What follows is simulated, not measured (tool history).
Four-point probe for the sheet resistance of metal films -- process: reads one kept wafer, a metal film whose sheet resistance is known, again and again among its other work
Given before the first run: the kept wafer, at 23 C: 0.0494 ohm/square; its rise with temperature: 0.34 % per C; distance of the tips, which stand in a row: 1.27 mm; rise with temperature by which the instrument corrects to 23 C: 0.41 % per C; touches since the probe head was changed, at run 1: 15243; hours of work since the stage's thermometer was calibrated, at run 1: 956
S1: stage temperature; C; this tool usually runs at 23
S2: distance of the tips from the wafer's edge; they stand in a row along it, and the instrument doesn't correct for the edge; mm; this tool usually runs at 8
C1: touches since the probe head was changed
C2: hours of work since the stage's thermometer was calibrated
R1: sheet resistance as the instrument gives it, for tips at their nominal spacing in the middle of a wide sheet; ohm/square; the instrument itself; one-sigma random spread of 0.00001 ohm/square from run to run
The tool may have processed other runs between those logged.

run 1 hour=0 | S1=23 S2=8 | C1=15243 C2=956 | R1=0.050215
run 2 hour=16.1 | S1=23 S2=8 | C1=15537 C2=967 | R1=0.050197
run 3 hour=35.7 | S1=23 S2=8 | C1=15896 C2=979 | R1=0.050184
run 4 hour=63 | S1=23 S2=8 | C1=16396 C2=997 | R1=0.050206
run 5 hour=76.8 | S1=23 S2=8 | C1=16650 C2=1006 | R1=0.050215
run 6 hour=90.6 | S1=23 S2=4 | C1=16901 C2=1015 | R1=0.052094
run 7 hour=104.9 | S1=23 S2=4 | C1=17163 C2=1025 | R1=0.052075
run 8 hour=127.8 | S1=23 S2=4 | C1=17583 C2=1040 | R1=0.05209
run 9 hour=157.7 | S1=23 S2=4 | C1=18131 C2=1059 | R1=0.052098
run 10 hour=182.5 | S1=23 S2=4 | C1=18584 C2=1075 | R1=0.0521
run 11 hour=199.6 | S1=35 S2=8 | C1=18898 C2=1087 | R1=0.049802
run 12 hour=221.9 | S1=20 S2=8 | C1=19306 C2=1101 | R1=0.050334
run 13 hour=240.1 | S1=32 S2=8 | C1=19639 C2=1113 | R1=0.049924
run 14 hour=265.7 | S1=28 S2=8 | C1=20108 C2=1130 | R1=0.050047
run 15 hour=281.3 | S1=20 S2=21 | C1=20393 C2=1140 | R1=0.049784
run 16 hour=309.1 | S1=25 S2=8 | C1=20901 C2=1158 | R1=0.050182
run 17 hour=323.4 | S1=25 S2=8 | C1=21165 C2=1168 | R1=0.050166
run 18 hour=351.9 | S1=24 S2=61 | C1=21686 C2=1186 | R1=0.049553
run 19 hour=378 | S1=27 S2=64 | C1=22165 C2=1203 | R1=0.049436
run 20 hour=393.8 | S1=23 S2=3 | C1=22454 C2=1214 | R1=0.053915
run 21 hour=411.2 | S1=19 S2=61 | C1=22771 C2=1225 | R1=0.049752
run 22 hour=438.4 | S1=31 S2=5 | C1=23270 C2=1243 | R1=0.050968
run 23 hour=460.8 | S1=24 S2=28 | C1=23680 C2=1257 | R1=0.049609
run 24 hour=482.3 | S1=24 S2=28 | C1=24073 C2=1271 | R1=0.049612

Each row is a separate what-if for the run after 24, all from the same tool condition, not one after another. Results?
run A hour=500.9 | S1=32 S2=24 | C1=24414 C2=1284 | R1=?
run B hour=500.9 | S1=19 S2=8 | C1=24414 C2=1284 | R1=?
run C hour=500.9 | S1=23 S2=8 | C1=24414 C2=1284 | R1=?
run D hour=500.9 | S1=23 S2=28 | C1=24414 C2=1284 | R1=?

run=A R1=0.049368
run=B R1=0.050431
run=C R1=0.05027
run=D R1=0.04968
Had the tool no hidden state, the same runs would have come out as:
run=A R1=0.049166
run=B R1=0.050221
run=C R1=0.050062
run=D R1=0.049474
